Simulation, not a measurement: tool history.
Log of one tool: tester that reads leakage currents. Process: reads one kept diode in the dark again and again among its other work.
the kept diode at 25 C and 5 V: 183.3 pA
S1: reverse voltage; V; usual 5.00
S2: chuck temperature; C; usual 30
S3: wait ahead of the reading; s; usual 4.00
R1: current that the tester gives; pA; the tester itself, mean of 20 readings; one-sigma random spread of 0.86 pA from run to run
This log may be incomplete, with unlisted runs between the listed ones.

Run 1, hour 0.0: usual settings. Result: R1 286.30 pA.
Run 2, hour 46.8: usual settings. Result: R1 286.84 pA.
At hour 75.8: chuck's temperature calibrated.
Run 3, hour 103.6: usual settings. Result: R1 286.64 pA.
Run 4, hour 133.3: usual settings. Result: R1 288.34 pA.
Run 5, hour 192.2: usual settings but S2 21 C. Result: R1 128.10 pA.
Run 6, hour 241.7: usual settings but S2 21 C. Result: R1 127.88 pA.
At hour 254.8: tester calibrated.
Run 7, hour 306.7: usual settings but S2 21 C. Result: R1 127.30 pA.
Run 8, hour 354.4: usual settings but S2 21 C. Result: R1 126.59 pA.
Run 9, hour 391.3: usual settings but S1 12.54 V. Result: R1 463.35 pA.
Run 10, hour 442.7: usual settings but S1 12.54 V. Result: R1 463.01 pA.
Run 11, hour 471.9: usual settings. Result: R1 287.21 pA.
Run 12, hour 529.8: usual settings. Result: R1 287.37 pA.
Run 13, hour 583.7: usual settings. Result: R1 288.09 pA.
At hour 602.9: probe card cleaned and baked.
Run 14, hour 634.1: usual settings but S1 1.33 V, S2 47 C, S3 0.70 s. Result: R1 588.26 pA.
Run 15, hour 697.5: usual settings but S1 6.35 V, S3 3.58 s. Result: R1 323.90 pA.
Run 16, hour 746.3: usual settings but S1 1.80 V, S3 0.88 s. Result: R1 169.23 pA.
Run 17, hour 796.7: usual settings but S1 6.59 V, S2 51 C, S3 1.57 s. Result: R1 1842.76 pA.
Run 18, hour 851.7: usual settings but S1 6.59 V, S2 51 C, S3 1.57 s. Result: R1 1854.30 pA.
Run 19, hour 884.0: usual settings but S1 12.86 V, S2 41 C, S3 0.38 s. Result: R1 1199.40 pA.
Run 20, hour 922.5: usual settings but S1 12.86 V, S2 41 C, S3 0.38 s. Result: R1 1204.42 pA.
Run 21, hour 967.1: usual settings but S2 26 C. Result: R1 201.04 pA.
Run 22, hour 1000.9: usual settings but S2 26 C. Result: R1 200.74 pA.
Run 23, hour 1050.9: usual settings but S2 26 C. Result: R1 200.91 pA.
Run 24, hour 1101.3: usual settings but S1 1.30 V, S2 20 C, S3 2.67 s. Result: R1 57.35 pA.
Run 25, hour 1149.7: usual settings but S1 11.60 V, S2 31 C. Result: R1 488.02 pA.
Run 26, hour 1208.6: usual settings but S1 11.60 V, S2 31 C. Result: R1 483.92 pA.

Forecast each of these 3 alternatives for the next run:
Run A, hour 1240.9: usual settings but S1 2.26 V, S2 39 C. Result: R1 ?.
Run B, hour 1240.9: usual settings but S2 25 C, S3 3.62 s. Result: R1 ?.
Run C, hour 1240.9: usual settings but S1 5.40 V, S2 22 C, S3 0.46 s. Result: R1 ?.

run      R1
  A  405.45
  B  183.48
  C  148.70
Without the tool's hidden state the same runs would have given:
run      R1
  A  405.69
  B  183.58
  C  148.77
